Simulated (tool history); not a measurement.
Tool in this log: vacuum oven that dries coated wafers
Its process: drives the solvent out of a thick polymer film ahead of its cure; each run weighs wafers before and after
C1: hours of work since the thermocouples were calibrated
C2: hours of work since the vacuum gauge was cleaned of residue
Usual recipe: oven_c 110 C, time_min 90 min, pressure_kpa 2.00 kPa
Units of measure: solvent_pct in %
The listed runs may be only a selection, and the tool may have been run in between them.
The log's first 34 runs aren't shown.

Run 35, hour 2268.0: usual settings but time_min 64 min, pressure_kpa 3.10 kPa; C1 693; C2 339. Result: solvent_pct 5.48 %.
Run 36, hour 2356.8: usual settings but time_min 64 min, pressure_kpa 3.10 kPa; C1 759; C2 405. Result: solvent_pct 5.48 %.
Run 37, hour 2416.3: usual settings but time_min 55 min; C1 803; C2 449. Result: solvent_pct 5.13 %.
Run 38, hour 2473.5: usual settings but time_min 55 min; C1 845; C2 492. Result: solvent_pct 5.38 %.
Run 39, hour 2530.5: usual settings but time_min 55 min; C1 888; C2 534. Result: solvent_pct 5.20 %.
Run 40, hour 2589.3: usual settings but oven_c 98 C, time_min 55 min; C1 931; C2 578. Result: solvent_pct 7.77 %.
Run 41, hour 2633.7: usual settings but oven_c 121 C, pressure_kpa 1.67 kPa; C1 964; C2 611. Result: solvent_pct 1.89 %.
Run 42, hour 2715.6: usual settings but time_min 46 min, pressure_kpa 3.44 kPa; C1 1025; C2 672. Result: solvent_pct 7.05 %.
Run 43, hour 2796.6: usual settings but time_min 46 min, pressure_kpa 3.44 kPa; C1 1085; C2 732. Result: solvent_pct 7.27 %.
Run 44, hour 2887.6: usual settings but time_min 46 min, pressure_kpa 3.44 kPa; C1 1153; C2 799. Result: solvent_pct 7.34 %.
Run 45, hour 2974.8: usual settings but time_min 46 min, pressure_kpa 3.44 kPa; C1 1217; C2 864. Result: solvent_pct 7.37 %.
Run 46, hour 3062.1: usual settings but oven_c 103 C, time_min 55 min, pressure_kpa 1.31 kPa; C1 1282; C2 929. Result: solvent_pct 6.32 %.

Below are 4 alternative next runs, each starting from the tool's condition after run 46. Predict each:
Run A, hour 3123.8: usual settings but oven_c 119 C, time_min 55 min, pressure_kpa 1.31 kPa; C1 1328; C2 975. Result: solvent_pct ?.
Run B, hour 3123.8: usual settings but oven_c 103 C, time_min 74 min, pressure_kpa 2.90 kPa; C1 1328; C2 975. Result: solvent_pct ?.
Run C, hour 3123.8: usual settings but oven_c 102 C, time_min 103 min, pressure_kpa 1.17 kPa; C1 1328; C2 975. Result: solvent_pct ?.
Run D, hour 3123.8: usual settings but oven_c 118 C, time_min 51 min, pressure_kpa 4.85 kPa; C1 1328; C2 975. Result: solvent_pct ?.

run  solvent_pct
  A         3.53
  B         6.94
  C         3.97
  D         6.16
What these runs would have given with no unlogged condition in the tool:
run  solvent_pct
  A         2.97
  B         6.06
  C         3.16
  D         5.50
